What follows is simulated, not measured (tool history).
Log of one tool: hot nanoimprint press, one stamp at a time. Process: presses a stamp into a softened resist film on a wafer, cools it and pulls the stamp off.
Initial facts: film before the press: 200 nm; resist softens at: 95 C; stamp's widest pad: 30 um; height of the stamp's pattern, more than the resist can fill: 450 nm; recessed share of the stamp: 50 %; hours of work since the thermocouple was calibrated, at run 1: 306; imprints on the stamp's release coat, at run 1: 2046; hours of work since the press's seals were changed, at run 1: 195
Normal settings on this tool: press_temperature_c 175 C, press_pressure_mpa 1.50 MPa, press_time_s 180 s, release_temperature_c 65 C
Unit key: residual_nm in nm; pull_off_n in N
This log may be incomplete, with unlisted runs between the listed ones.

| run | hour | press_temperature_c | press_pressure_mpa | press_time_s | release_temperature_c | hours of work since the thermocouple was calibrated | imprints on the stamp's release coat | hours of work since the press's seals were changed | residual_nm | pull_off_n |
|---|---|---|---|---|---|---|---|---|---|---|
| 1 | 0.0 | 175 | 1.50 | 180 | 65 | 306 | 2046 | 195 | 86.6 | 300 |
| 2 | 30.9 | 175 | 1.50 | 180 | 65 | 324 | 2137 | 213 | 85.6 | 306 |
| 3 | 62.8 | 175 | 1.50 | 180 | 65 | 342 | 2232 | 231 | 85.9 | 315 |
| 4 | 95.3 | 175 | 1.50 | 180 | 65 | 361 | 2328 | 250 | 85.7 | 301 |
| 5 | 118.5 | 175 | 1.50 | 180 | 65 | 374 | 2396 | 263 | 85.3 | 317 |
|  | 128.8 | stamp cleaned and given a new release coat |
| 6 | 161.7 | 175 | 1.50 | 180 | 65 | 396 | 98 | 284 | 84.5 | 181 |
| 7 | 197.9 | 166 | 1.50 | 180 | 65 | 416 | 205 | 305 | 119.5 | 189 |
| 8 | 229.1 | 166 | 1.50 | 180 | 65 | 434 | 297 | 323 | 118.9 | 208 |
| 9 | 256.1 | 166 | 1.50 | 180 | 65 | 450 | 377 | 339 | 119.1 | 189 |
| 10 | 280.1 | 179 | 1.50 | 180 | 65 | 464 | 448 | 353 | 72.2 | 206 |
| 11 | 313.3 | 179 | 1.50 | 180 | 65 | 483 | 547 | 372 | 72.5 | 205 |
| 12 | 340.5 | 175 | 1.50 | 180 | 65 | 498 | 627 | 387 | 83.8 | 207 |
| 13 | 366.7 | 175 | 1.50 | 180 | 65 | 513 | 705 | 402 | 82.9 | 215 |
| 14 | 404.2 | 175 | 1.50 | 180 | 57 | 535 | 816 | 424 | 83.5 | 275 |
| 15 | 427.2 | 175 | 1.50 | 180 | 57 | 548 | 884 | 437 | 84.0 | 268 |
| 16 | 447.9 | 174 | 1.50 | 180 | 65 | 560 | 946 | 449 | 86.5 | 226 |
|  | 463.6 | plate thermocouple calibrated |
| 17 | 468.4 | 174 | 1.50 | 180 | 65 | 3 | 997 | 459 | 93.8 | 240 |
| 18 | 496.3 | 164 | 2.33 | 180 | 65 | 19 | 1080 | 475 | 114.4 | 249 |
| 19 | 516.2 | 164 | 1.81 | 180 | 65 | 30 | 1139 | 487 | 125.6 | 243 |
| 20 | 540.1 | 175 | 1.80 | 180 | 54 | 44 | 1210 | 500 | 82.3 | 322 |
| 21 | 568.2 | 184 | 1.96 | 98 | 63 | 60 | 1293 | 517 | 69.6 | 273 |
| 22 | 601.4 | 175 | 1.82 | 311 | 65 | 79 | 1391 | 536 | 66.7 | 265 |
| 23 | 639.2 | 175 | 1.82 | 159 | 65 | 101 | 1503 | 557 | 86.5 | 266 |
| 24 | 672.5 | 175 | 1.82 | 159 | 65 | 120 | 1602 | 576 | 85.4 | 265 |
| 25 | 689.5 | 175 | 1.42 | 338 | 65 | 130 | 1652 | 586 | 73.0 | 277 |
| 26 | 715.5 | 175 | 1.50 | 216 | 65 | 145 | 1729 | 601 | 83.5 | 279 |
| 27 | 738.6 | 175 | 0.98 | 92 | 65 | 158 | 1798 | 615 | 132.2 | 282 |
| 28 | 773.3 | 175 | 1.90 | 346 | 57 | 178 | 1900 | 634 | 62.3 | 360 |
| 29 | 790.8 | 179 | 1.50 | 180 | 51 | 188 | 1952 | 645 | 76.2 | 393 |

Selected run-to-run steps in residual_nm, each split into two signed amounts: the part the tool would show with no hidden state at all (from settings, incoming material and random variation), and the remainder, which goes to the hidden state together with any gauge scatter not common to the measured and the hidden-state-free results:
What the log doesn't record here: true temperature over the reading, C; pressure that arrives at the usual setting, %; grip of the stamp's worn release coat, % over a new coat's; drift of the gauge itself on residual_nm, %; drift of the gauge itself on pull_off_n, %.
Run 9 -> 10: press_temperature_c 166 -> 179. residual_nm -46.9 nm: hidden state +2.0, all else -48.9.
Run 16 -> 17: plate thermocouple calibrated. residual_nm +7.3 nm: hidden state +7.3, all else +0.0.
Run 26 -> 27: press_pressure_mpa 1.50 -> 0.98, press_time_s 216 -> 92. residual_nm +48.7 nm: hidden state -1.0, all else +49.7.
Run 27 -> 28: press_pressure_mpa 0.98 -> 1.90, press_time_s 92 -> 346, release_temperature_c 65 -> 57. residual_nm -69.9 nm: hidden state +1.2, all else -71.1.
